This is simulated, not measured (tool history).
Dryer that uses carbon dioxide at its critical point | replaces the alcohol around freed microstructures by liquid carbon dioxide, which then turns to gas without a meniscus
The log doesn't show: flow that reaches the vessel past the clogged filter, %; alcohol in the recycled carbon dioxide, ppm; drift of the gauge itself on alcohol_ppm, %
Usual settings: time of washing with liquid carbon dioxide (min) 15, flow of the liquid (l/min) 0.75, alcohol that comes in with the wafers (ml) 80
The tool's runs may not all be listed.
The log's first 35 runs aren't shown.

run,hour,time of washing with liquid carbon dioxide (min),flow of the liquid (l/min),alcohol that comes in with the wafers (ml),hours of work since the filter was changed,hours of work since the purifier's bed was changed,alcohol left in the vessel before it's heated (ppm by volume)
36,1930.7,12,0.518,99,130,803,6205
37,1983.2,20,0.638,80,161,834,718
38,2016.1,12,0.53,37,180,854,2391
# hour 2020: inlet filter changed
39,2079.7,15,0.75,42,35,891,555
40,2148.3,21,1.228,52,76,932,203
41,2188.8,17,1.194,22,100,956,199
42,2246.4,17,1.194,22,134,990,213
43,2301.7,17,1.194,22,167,1023,213
# hour 2328.1: inlet filter changed
44,2356.8,23,1.194,41,17,1055,210
45,2417.2,23,1.194,41,53,1090,225

Forecast each of these 4 alternatives for the next run:
A,2478.1,18,0.75,80,89,1127,?
B,2478.1,17,0.505,21,89,1127,?
C,2478.1,10,0.75,80,89,1127,?
D,2478.1,15,0.75,31,89,1127,?

run,alcohol left in the vessel before it's heated (ppm by volume)
A,586
B,778
C,3135
D,528
Without the tool's hidden state the same runs would have given:
run,alcohol left in the vessel before it's heated (ppm by volume)
A,295
B,490
C,2588
D,256

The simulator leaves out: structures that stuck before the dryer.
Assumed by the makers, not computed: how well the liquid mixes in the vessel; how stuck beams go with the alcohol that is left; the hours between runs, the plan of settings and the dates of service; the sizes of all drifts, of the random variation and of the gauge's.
